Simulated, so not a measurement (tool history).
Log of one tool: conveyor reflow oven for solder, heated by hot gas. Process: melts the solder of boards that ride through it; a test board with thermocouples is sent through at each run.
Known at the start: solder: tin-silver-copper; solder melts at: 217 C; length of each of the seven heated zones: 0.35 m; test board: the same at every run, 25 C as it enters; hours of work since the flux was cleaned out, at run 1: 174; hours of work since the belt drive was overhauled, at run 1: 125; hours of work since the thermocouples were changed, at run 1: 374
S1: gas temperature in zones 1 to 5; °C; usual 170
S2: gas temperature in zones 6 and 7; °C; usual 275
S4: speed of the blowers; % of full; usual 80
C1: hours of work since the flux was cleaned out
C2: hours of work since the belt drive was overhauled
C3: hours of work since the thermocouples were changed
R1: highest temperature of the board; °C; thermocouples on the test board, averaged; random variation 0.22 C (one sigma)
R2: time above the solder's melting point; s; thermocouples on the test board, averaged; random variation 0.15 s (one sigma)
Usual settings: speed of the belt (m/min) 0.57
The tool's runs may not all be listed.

{"run": 1, "hour": 0.0, "S1": 170, "S2": 275, "speed of the belt (m/min)": 0.57, "S4": 80, "C1": 174, "C2": 125, "C3": 374, "R1": 255.9, "R2": 56.1}
{"run": 2, "hour": 38.6, "S1": 170, "S2": 275, "speed of the belt (m/min)": 0.57, "S4": 80, "C1": 199, "C2": 150, "C3": 399, "R1": 255.2, "R2": 55.9}
{"run": 3, "hour": 68.7, "S1": 170, "S2": 275, "speed of the belt (m/min)": 0.57, "S4": 80, "C1": 218, "C2": 169, "C3": 418, "R1": 255, "R2": 55.5}
{"run": 4, "hour": 101.3, "S1": 170, "S2": 275, "speed of the belt (m/min)": 0.57, "S4": 74, "C1": 239, "C2": 190, "C3": 439, "R1": 254.2, "R2": 54.5}
{"run": 5, "hour": 130.9, "S1": 170, "S2": 266, "speed of the belt (m/min)": 0.57, "S4": 80, "C1": 258, "C2": 209, "C3": 458, "R1": 247.2, "R2": 49.9}
{"run": 6, "hour": 178.3, "S1": 170, "S2": 266, "speed of the belt (m/min)": 0.57, "S4": 80, "C1": 289, "C2": 239, "C3": 489, "R1": 247.3, "R2": 49.6}
{"run": 7, "hour": 218.2, "S1": 170, "S2": 275, "speed of the belt (m/min)": 0.57, "S4": 80, "C1": 315, "C2": 265, "C3": 514, "R1": 255, "R2": 55.1}
{"run": 8, "hour": 263.3, "S1": 170, "S2": 275, "speed of the belt (m/min)": 0.57, "S4": 80, "C1": 344, "C2": 294, "C3": 543, "R1": 254.4, "R2": 54.9}
{"hour": 328.5, "done": "flux residue cleaned out of gas plates and filters"}
{"run": 9, "hour": 334.5, "S1": 170, "S2": 275, "speed of the belt (m/min)": 0.484, "S4": 80, "C1": 4, "C2": 337, "C3": 586, "R1": 261.7, "R2": 71.6}
{"run": 10, "hour": 368.8, "S1": 170, "S2": 275, "speed of the belt (m/min)": 0.484, "S4": 80, "C1": 26, "C2": 359, "C3": 608, "R1": 261.7, "R2": 71.4}
{"run": 11, "hour": 417.8, "S1": 170, "S2": 275, "speed of the belt (m/min)": 0.679, "S4": 58, "C1": 57, "C2": 390, "C3": 640, "R1": 244.9, "R2": 37.8}
{"run": 12, "hour": 464.0, "S1": 170, "S2": 275, "speed of the belt (m/min)": 0.679, "S4": 58, "C1": 87, "C2": 420, "C3": 669, "R1": 244.2, "R2": 37.8}
{"run": 13, "hour": 494.2, "S1": 170, "S2": 275, "speed of the belt (m/min)": 0.679, "S4": 58, "C1": 107, "C2": 439, "C3": 689, "R1": 244.3, "R2": 37.6}
{"run": 14, "hour": 559.7, "S1": 170, "S2": 268, "speed of the belt (m/min)": 0.495, "S4": 60, "C1": 149, "C2": 481, "C3": 731, "R1": 250.7, "R2": 61.3}
{"run": 15, "hour": 608.6, "S1": 170, "S2": 290, "speed of the belt (m/min)": 0.596, "S4": 80, "C1": 180, "C2": 513, "C3": 762, "R1": 266.4, "R2": 59}
{"run": 16, "hour": 638.8, "S1": 170, "S2": 275, "speed of the belt (m/min)": 0.52, "S4": 70, "C1": 200, "C2": 532, "C3": 782, "R1": 256.2, "R2": 62.6}

Forecast each of these 5 alternatives for the next run:
{"run": "A", "hour": 684.3, "S1": 171, "S2": 275, "speed of the belt (m/min)": 0.486, "S4": 89, "C1": 229, "C2": 562, "C3": 811, "R1": "?", "R2": "?"}
{"run": "B", "hour": 684.3, "S1": 174, "S2": 275, "speed of the belt (m/min)": 0.514, "S4": 70, "C1": 229, "C2": 562, "C3": 811, "R1": "?", "R2": "?"}
{"run": "C", "hour": 684.3, "S1": 170, "S2": 263, "speed of the belt (m/min)": 0.63, "S4": 70, "C1": 229, "C2": 562, "C3": 811, "R1": "?", "R2": "?"}
{"run": "D", "hour": 684.3, "S1": 170, "S2": 275, "speed of the belt (m/min)": 0.57, "S4": 71, "C1": 229, "C2": 562, "C3": 811, "R1": "?", "R2": "?"}
{"run": "E", "hour": 684.3, "S1": 156, "S2": 280, "speed of the belt (m/min)": 0.52, "S4": 51, "C1": 229, "C2": 562, "C3": 811, "R1": "?", "R2": "?"}

run=A R1=260.8 R2=71.2
run=B R1=257.4 R2=65.5
run=C R1=239.1 R2=37.7
run=D R1=252.9 R2=54.2
run=E R1=253.4 R2=54.9
Without the tool's hidden state the same runs would have given:
run=A R1=264 R2=72.7
run=B R1=260.6 R2=67.2
run=C R1=242.4 R2=40.7
run=D R1=256.3 R2=56.2
run=E R1=256.7 R2=57.1
